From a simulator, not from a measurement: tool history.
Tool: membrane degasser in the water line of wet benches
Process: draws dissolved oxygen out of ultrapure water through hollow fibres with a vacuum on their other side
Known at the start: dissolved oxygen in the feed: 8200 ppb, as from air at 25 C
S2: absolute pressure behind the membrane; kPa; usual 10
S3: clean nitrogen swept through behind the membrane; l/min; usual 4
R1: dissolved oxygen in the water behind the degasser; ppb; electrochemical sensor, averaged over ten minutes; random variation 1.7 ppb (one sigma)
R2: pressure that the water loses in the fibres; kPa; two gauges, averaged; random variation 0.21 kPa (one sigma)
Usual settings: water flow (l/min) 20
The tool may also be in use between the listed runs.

Run 1, hour 0: usual settings. Result: R1 163.4 ppb, R2 47.89 kPa.
Run 2, hour 56.1: usual settings. Result: R1 163.3 ppb, R2 47.28 kPa.
Run 3, hour 131.9: usual settings. Result: R1 164.7 ppb, R2 48.12 kPa.
Run 4, hour 170.7: usual settings but water flow (l/min) 13. Result: R1 92.6 ppb, R2 31.4 kPa.
Run 5, hour 248: usual settings but water flow (l/min) 17. Result: R1 133.6 ppb, R2 40.52 kPa.
Run 6, hour 337.4: usual settings. Result: R1 168.4 ppb, R2 48.26 kPa.
Run 7, hour 413.4: usual settings. Result: R1 165.9 ppb, R2 47.93 kPa.
Run 8, hour 474.2: usual settings. Result: R1 165.8 ppb, R2 48.17 kPa.
Run 9, hour 548.3: usual settings. Result: R1 165.9 ppb, R2 48.41 kPa.
Run 10, hour 598.3: usual settings but water flow (l/min) 18. Result: R1 141.4 ppb, R2 43.31 kPa.
Run 11, hour 676.3: usual settings but water flow (l/min) 26. Result: R1 232.1 ppb, R2 63.13 kPa.
Run 12, hour 731.1: usual settings. Result: R1 165.9 ppb, R2 48.67 kPa.
Run 13, hour 806.5: usual settings. Result: R1 165.9 ppb, R2 48.03 kPa.
Run 14, hour 880.8: usual settings. Result: R1 165.2 ppb, R2 48.74 kPa.
Run 15, hour 971: usual settings. Result: R1 170 ppb, R2 48.56 kPa.
Run 16, hour 1031.5: usual settings. Result: R1 164.7 ppb, R2 48.54 kPa.
Run 17, hour 1083.8: usual settings but water flow (l/min) 12. Result: R1 84.5 ppb, R2 29.24 kPa.
Run 18, hour 1136.1: usual settings but water flow (l/min) 12, S2 23 kPa. Result: R1 176 ppb, R2 29.16 kPa.
Run 19, hour 1203.1: usual settings but water flow (l/min) 12, S2 23 kPa. Result: R1 175.1 ppb, R2 29.03 kPa.
Run 20, hour 1288.9: usual settings but water flow (l/min) 31, S2 7.9 kPa, S3 8.04 l/min. Result: R1 207.2 ppb, R2 74.35 kPa.
Run 21, hour 1335.6: usual settings but water flow (l/min) 31, S2 7.9 kPa, S3 6.84 l/min. Result: R1 218.3 ppb, R2 74.18 kPa.
Run 22, hour 1388.5: usual settings but water flow (l/min) 15, S2 8.6 kPa, S3 2.8 l/min. Result: R1 117.4 ppb, R2 35.98 kPa.
Run 23, hour 1448.5: usual settings but water flow (l/min) 15, S2 8.6 kPa, S3 2.8 l/min. Result: R1 122.2 ppb, R2 36.07 kPa.
Run 24, hour 1536.7: usual settings but water flow (l/min) 15, S2 6 kPa, S3 2.8 l/min. Result: R1 85.4 ppb, R2 35.89 kPa.
Run 25, hour 1616.1: usual settings but water flow (l/min) 16, S2 12.9 kPa, S3 5.67 l/min. Result: R1 126.9 ppb, R2 38.18 kPa.
Run 26, hour 1653.6: usual settings but water flow (l/min) 30, S2 6 kPa, S3 9.68 l/min. Result: R1 181.4 ppb, R2 71.79 kPa.
Run 27, hour 1715.2: usual settings but water flow (l/min) 30, S2 6 kPa, S3 9.68 l/min. Result: R1 179.8 ppb, R2 72.2 kPa.
Run 28, hour 1753.6: usual settings but water flow (l/min) 17, S2 6.4 kPa. Result: R1 96.9 ppb, R2 41.08 kPa.
Run 29, hour 1826.1: usual settings but water flow (l/min) 17, S2 6.4 kPa. Result: R1 98.4 ppb, R2 41.07 kPa.
Run 30, hour 1911.7: usual settings but water flow (l/min) 16, S2 7 kPa, S3 3.07 l/min. Result: R1 103.6 ppb, R2 38.63 kPa.
Run 31, hour 2000.9: usual settings but water flow (l/min) 16, S2 7.2 kPa, S3 8.42 l/min. Result: R1 77.6 ppb, R2 38.65 kPa.

Not shown: 1 entry that the log had between the listed runs. Between which runs, and how does the tool's hidden state differ before and after?
Between runs 19 and 20: gauge calibrated (hour 1269.2)
  air that leaks in behind the membrane, l/min: 0.0024 -> 0.0025; drift of the gauge itself on loss_of_pressure_kpa, %: 2.5 -> 0.04
  measured less the result without the state, R2: +0.72 -> +0.04 kPa

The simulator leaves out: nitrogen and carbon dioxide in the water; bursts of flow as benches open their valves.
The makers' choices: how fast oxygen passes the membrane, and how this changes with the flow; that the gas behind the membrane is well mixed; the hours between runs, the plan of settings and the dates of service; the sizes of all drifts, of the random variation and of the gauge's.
